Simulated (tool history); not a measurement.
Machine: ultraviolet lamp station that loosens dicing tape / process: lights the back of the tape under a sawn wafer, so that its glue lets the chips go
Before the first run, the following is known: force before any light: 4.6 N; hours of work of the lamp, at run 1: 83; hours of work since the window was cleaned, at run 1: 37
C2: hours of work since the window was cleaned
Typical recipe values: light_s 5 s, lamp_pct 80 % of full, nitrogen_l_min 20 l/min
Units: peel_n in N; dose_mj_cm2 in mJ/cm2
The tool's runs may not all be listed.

{"run": 1, "hour": 0.0, "light_s": 5, "lamp_pct": 80, "nitrogen_l_min": 20, "hours of work of the lamp": 83, "C2": 37, "peel_n": 0.298, "dose_mj_cm2": 205}
{"run": 2, "hour": 9.1, "light_s": 5, "lamp_pct": 80, "nitrogen_l_min": 20, "hours of work of the lamp": 89, "C2": 42, "peel_n": 0.308, "dose_mj_cm2": 204}
{"run": 3, "hour": 17.6, "light_s": 5, "lamp_pct": 63, "nitrogen_l_min": 20, "hours of work of the lamp": 94, "C2": 47, "peel_n": 0.513, "dose_mj_cm2": 157}
{"run": 4, "hour": 24.4, "light_s": 5, "lamp_pct": 80, "nitrogen_l_min": 20, "hours of work of the lamp": 98, "C2": 51, "peel_n": 0.313, "dose_mj_cm2": 202}
{"run": 5, "hour": 37.8, "light_s": 5, "lamp_pct": 73, "nitrogen_l_min": 20, "hours of work of the lamp": 106, "C2": 59, "peel_n": 0.359, "dose_mj_cm2": 183}
{"run": 6, "hour": 44.1, "light_s": 5, "lamp_pct": 91, "nitrogen_l_min": 20, "hours of work of the lamp": 109, "C2": 63, "peel_n": 0.229, "dose_mj_cm2": 228}
{"run": 7, "hour": 54.9, "light_s": 5, "lamp_pct": 91, "nitrogen_l_min": 20, "hours of work of the lamp": 116, "C2": 69, "peel_n": 0.227, "dose_mj_cm2": 225}
{"run": 8, "hour": 66.0, "light_s": 5, "lamp_pct": 91, "nitrogen_l_min": 20, "hours of work of the lamp": 122, "C2": 76, "peel_n": 0.24, "dose_mj_cm2": 223}
{"hour": 67.0, "done": "window cleaned of glue's vapour"}
{"run": 9, "hour": 78.0, "light_s": 5, "lamp_pct": 91, "nitrogen_l_min": 20, "hours of work of the lamp": 129, "C2": 6, "peel_n": 0.237, "dose_mj_cm2": 226}
{"run": 10, "hour": 91.0, "light_s": 5, "lamp_pct": 80, "nitrogen_l_min": 6, "hours of work of the lamp": 137, "C2": 14, "peel_n": 0.649, "dose_mj_cm2": 193}
{"run": 11, "hour": 101.5, "light_s": 5, "lamp_pct": 68, "nitrogen_l_min": 20, "hours of work of the lamp": 143, "C2": 20, "peel_n": 0.464, "dose_mj_cm2": 166}
{"run": 12, "hour": 108.2, "light_s": 3, "lamp_pct": 80, "nitrogen_l_min": 20, "hours of work of the lamp": 147, "C2": 24, "peel_n": 0.891, "dose_mj_cm2": 116}
{"hour": 118.4, "done": "window cleaned of glue's vapour, once more"}
{"run": 13, "hour": 121.2, "light_s": 3, "lamp_pct": 80, "nitrogen_l_min": 20, "hours of work of the lamp": 154, "C2": 2, "peel_n": 0.846, "dose_mj_cm2": 120}
{"run": 14, "hour": 133.6, "light_s": 3, "lamp_pct": 80, "nitrogen_l_min": 20, "hours of work of the lamp": 162, "C2": 9, "peel_n": 0.842, "dose_mj_cm2": 121}
{"run": 15, "hour": 140.8, "light_s": 2, "lamp_pct": 80, "nitrogen_l_min": 22, "hours of work of the lamp": 166, "C2": 13, "peel_n": 1.408, "dose_mj_cm2": 80}
{"run": 16, "hour": 153.7, "light_s": 2, "lamp_pct": 68, "nitrogen_l_min": 22, "hours of work of the lamp": 173, "C2": 21, "peel_n": 1.647, "dose_mj_cm2": 68}
{"run": 17, "hour": 161.5, "light_s": 5, "lamp_pct": 64, "nitrogen_l_min": 12, "hours of work of the lamp": 178, "C2": 25, "peel_n": 0.656, "dose_mj_cm2": 160}
{"run": 18, "hour": 173.3, "light_s": 5, "lamp_pct": 64, "nitrogen_l_min": 12, "hours of work of the lamp": 185, "C2": 32, "peel_n": 0.661, "dose_mj_cm2": 159}
{"run": 19, "hour": 185.2, "light_s": 5, "lamp_pct": 64, "nitrogen_l_min": 12, "hours of work of the lamp": 192, "C2": 39, "peel_n": 0.655, "dose_mj_cm2": 160}
{"run": 20, "hour": 194.3, "light_s": 7, "lamp_pct": 64, "nitrogen_l_min": 7, "hours of work of the lamp": 197, "C2": 45, "peel_n": 0.476, "dose_mj_cm2": 222}
{"run": 21, "hour": 199.8, "light_s": 7, "lamp_pct": 64, "nitrogen_l_min": 7, "hours of work of the lamp": 201, "C2": 48, "peel_n": 0.488, "dose_mj_cm2": 219}
{"run": 22, "hour": 210.1, "light_s": 8, "lamp_pct": 80, "nitrogen_l_min": 12, "hours of work of the lamp": 207, "C2": 54, "peel_n": 0.16, "dose_mj_cm2": 319}

Run 23 has not been measured yet. What should we expect?
{"run": 23, "hour": 218.1, "light_s": 8, "lamp_pct": 80, "nitrogen_l_min": 12, "hours of work of the lamp": 211, "C2": 59, "peel_n": "?", "dose_mj_cm2": "?"}

Run 23 measured peel_n 0.138 N, dose_mj_cm2 315 mJ/cm2.
On a tool with no hidden condition, and with the same random variation, this run would have come out at peel_n 0.121 N, dose_mj_cm2 335 mJ/cm2.

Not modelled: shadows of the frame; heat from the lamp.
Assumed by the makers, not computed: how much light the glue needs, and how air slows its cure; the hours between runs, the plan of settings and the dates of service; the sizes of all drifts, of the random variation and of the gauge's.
